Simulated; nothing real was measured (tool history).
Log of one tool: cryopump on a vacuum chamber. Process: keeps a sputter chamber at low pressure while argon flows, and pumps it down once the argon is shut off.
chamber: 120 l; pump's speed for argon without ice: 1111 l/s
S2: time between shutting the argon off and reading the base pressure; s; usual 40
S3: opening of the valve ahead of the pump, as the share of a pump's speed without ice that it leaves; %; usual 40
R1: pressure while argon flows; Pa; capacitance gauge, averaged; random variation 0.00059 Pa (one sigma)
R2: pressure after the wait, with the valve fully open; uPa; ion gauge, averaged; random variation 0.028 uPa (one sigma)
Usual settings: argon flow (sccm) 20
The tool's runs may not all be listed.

run 1 hour=0 | argon_flow_(sccm)=20 S2=40 S3=40 | R1=0.0791 R2=1.57
run 2 hour=20.1 | argon_flow_(sccm)=20 S2=40 S3=40 | R1=0.0799 R2=1.6
run 3 hour=33.9 | argon_flow_(sccm)=15 S2=40 S3=40 | R1=0.0594 R2=1.58
run 4 hour=43.2 | argon_flow_(sccm)=15 S2=40 S3=40 | R1=0.0598 R2=1.54
run 5 hour=61.6 | argon_flow_(sccm)=15 S2=40 S3=40 | R1=0.0596 R2=1.55
run 6 hour=80.1 | argon_flow_(sccm)=15 S2=40 S3=40 | R1=0.0599 R2=1.57
run 7 hour=97.7 | argon_flow_(sccm)=15 S2=40 S3=40 | R1=0.0585 R2=1.62
run 8 hour=117.7 | argon_flow_(sccm)=34 S2=40 S3=40 | R1=0.1352 R2=1.57
run 9 hour=134.2 | argon_flow_(sccm)=34 S2=40 S3=40 | R1=0.1364 R2=1.58
run 10 hour=152.4 | argon_flow_(sccm)=34 S2=215 S3=40 | R1=0.1382 R2=0.75
run 11 hour=174 | argon_flow_(sccm)=9 S2=69 S3=40 | R1=0.036 R2=1.2
run 12 hour=184.3 | argon_flow_(sccm)=9 S2=69 S3=40 | R1=0.0366 R2=1.28
run 13 hour=196.7 | argon_flow_(sccm)=20 S2=54 S3=31 | R1=0.1019 R2=1.37
run 14 hour=207 | argon_flow_(sccm)=20 S2=132 S3=19 | R1=0.1661 R2=0.96
run 15 hour=220.2 | argon_flow_(sccm)=31 S2=237 S3=37 | R1=0.1337 R2=0.79
run 16 hour=233.4 | argon_flow_(sccm)=32 S2=51 S3=39 | R1=0.1322 R2=1.46
run 17 hour=245.2 | argon_flow_(sccm)=17 S2=40 S3=21 | R1=0.1271 R2=1.7

5 ways to go on from here, each from the tool as it stands after run 17. What would each give?
run A hour=260.5 | argon_flow_(sccm)=9 S2=29 S3=35 | R1=? R2=?
run B hour=260.5 | argon_flow_(sccm)=37 S2=287 S3=40 | R1=? R2=?
run C hour=260.5 | argon_flow_(sccm)=20 S2=40 S3=29 | R1=? R2=?
run D hour=260.5 | argon_flow_(sccm)=35 S2=246 S3=27 | R1=? R2=?
run E hour=260.5 | argon_flow_(sccm)=25 S2=40 S3=40 | R1=? R2=?

run=A R1=0.041 R2=2.1
run=B R1=0.1469 R2=0.82
run=C R1=0.1097 R2=1.7
run=D R1=0.2052 R2=0.81
run=E R1=0.1011 R2=1.69
Without the tool's hidden state the same runs would have given:
run=A R1=0.0391 R2=1.71
run=B R1=0.1389 R2=0.43
run=C R1=0.1053 R2=1.3
run=D R1=0.1976 R2=0.42
run=E R1=0.0956 R2=1.3
